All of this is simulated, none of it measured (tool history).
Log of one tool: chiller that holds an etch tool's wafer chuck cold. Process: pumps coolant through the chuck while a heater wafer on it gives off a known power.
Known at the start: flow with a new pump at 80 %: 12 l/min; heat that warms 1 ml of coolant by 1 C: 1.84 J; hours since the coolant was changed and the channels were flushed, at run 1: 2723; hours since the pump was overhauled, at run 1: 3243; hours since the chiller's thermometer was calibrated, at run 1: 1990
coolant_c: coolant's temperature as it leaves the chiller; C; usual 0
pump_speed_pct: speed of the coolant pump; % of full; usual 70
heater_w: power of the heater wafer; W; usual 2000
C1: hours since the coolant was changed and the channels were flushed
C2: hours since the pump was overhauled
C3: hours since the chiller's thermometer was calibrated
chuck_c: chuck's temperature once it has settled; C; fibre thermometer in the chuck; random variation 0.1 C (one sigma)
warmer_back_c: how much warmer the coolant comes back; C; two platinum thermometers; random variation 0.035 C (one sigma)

{"run": 1, "hour": 0.0, "coolant_c": 0, "pump_speed_pct": 70, "heater_w": 2000, "C1": 2723, "C2": 3243, "C3": 1990, "chuck_c": 20.0, "warmer_back_c": 6.34}
{"run": 2, "hour": 22.2, "coolant_c": 0, "pump_speed_pct": 70, "heater_w": 2000, "C1": 2745, "C2": 3265, "C3": 2012, "chuck_c": 20.1, "warmer_back_c": 6.27}
{"run": 3, "hour": 54.8, "coolant_c": 6, "pump_speed_pct": 70, "heater_w": 2000, "C1": 2777, "C2": 3297, "C3": 2045, "chuck_c": 26.3, "warmer_back_c": 6.34}
{"run": 4, "hour": 102.1, "coolant_c": 6, "pump_speed_pct": 70, "heater_w": 2000, "C1": 2825, "C2": 3345, "C3": 2092, "chuck_c": 26.3, "warmer_back_c": 6.27}
{"run": 5, "hour": 150.7, "coolant_c": 0, "pump_speed_pct": 70, "heater_w": 2910, "C1": 2873, "C2": 3393, "C3": 2141, "chuck_c": 29.2, "warmer_back_c": 9.17}
{"run": 6, "hour": 184.1, "coolant_c": 0, "pump_speed_pct": 70, "heater_w": 2910, "C1": 2907, "C2": 3427, "C3": 2174, "chuck_c": 29.4, "warmer_back_c": 9.25}
{"run": 7, "hour": 226.2, "coolant_c": 0, "pump_speed_pct": 70, "heater_w": 2910, "C1": 2949, "C2": 3469, "C3": 2216, "chuck_c": 29.2, "warmer_back_c": 9.16}
{"run": 8, "hour": 270.8, "coolant_c": 2, "pump_speed_pct": 70, "heater_w": 2000, "C1": 2993, "C2": 3514, "C3": 2261, "chuck_c": 22.1, "warmer_back_c": 6.33}
{"run": 9, "hour": 302.1, "coolant_c": 2, "pump_speed_pct": 70, "heater_w": 2000, "C1": 3025, "C2": 3545, "C3": 2292, "chuck_c": 22.0, "warmer_back_c": 6.27}
{"run": 10, "hour": 339.1, "coolant_c": 2, "pump_speed_pct": 70, "heater_w": 2000, "C1": 3062, "C2": 3582, "C3": 2329, "chuck_c": 22.1, "warmer_back_c": 6.27}
{"run": 11, "hour": 384.1, "coolant_c": 0, "pump_speed_pct": 70, "heater_w": 2005, "C1": 3107, "C2": 3627, "C3": 2374, "chuck_c": 20.2, "warmer_back_c": 6.34}
{"run": 12, "hour": 436.0, "coolant_c": 0, "pump_speed_pct": 70, "heater_w": 2005, "C1": 3159, "C2": 3679, "C3": 2426, "chuck_c": 20.2, "warmer_back_c": 6.31}
{"run": 13, "hour": 474.1, "coolant_c": -3, "pump_speed_pct": 94, "heater_w": 1151, "C1": 3197, "C2": 3717, "C3": 2464, "chuck_c": 6.1, "warmer_back_c": 2.6}
{"run": 14, "hour": 500.8, "coolant_c": -3, "pump_speed_pct": 94, "heater_w": 1151, "C1": 3223, "C2": 3744, "C3": 2491, "chuck_c": 6.1, "warmer_back_c": 2.67}
{"run": 15, "hour": 523.5, "coolant_c": 0, "pump_speed_pct": 90, "heater_w": 2000, "C1": 3246, "C2": 3766, "C3": 2513, "chuck_c": 16.4, "warmer_back_c": 4.76}
{"run": 16, "hour": 572.3, "coolant_c": -8, "pump_speed_pct": 87, "heater_w": 1868, "C1": 3295, "C2": 3815, "C3": 2562, "chuck_c": 7.7, "warmer_back_c": 4.63}
{"run": 17, "hour": 603.3, "coolant_c": -6, "pump_speed_pct": 78, "heater_w": 2027, "C1": 3326, "C2": 3846, "C3": 2593, "chuck_c": 12.8, "warmer_back_c": 5.69}
{"run": 18, "hour": 645.8, "coolant_c": -2, "pump_speed_pct": 78, "heater_w": 2447, "C1": 3368, "C2": 3889, "C3": 2636, "chuck_c": 20.7, "warmer_back_c": 6.87}
{"run": 19, "hour": 688.1, "coolant_c": -2, "pump_speed_pct": 78, "heater_w": 2447, "C1": 3411, "C2": 3931, "C3": 2678, "chuck_c": 20.3, "warmer_back_c": 6.86}

The next listed run, before its measurement:
{"run": 20, "hour": 716.5, "coolant_c": 0, "pump_speed_pct": 72, "heater_w": 2184, "C1": 3439, "C2": 3959, "C3": 2706, "chuck_c": "?", "warmer_back_c": "?"}

chuck_c: 21.4 C
warmer_back_c: 6.64 C
Without the tool's hidden state the same run would have given chuck_c 21.4 C, warmer_back_c 6.64 C.
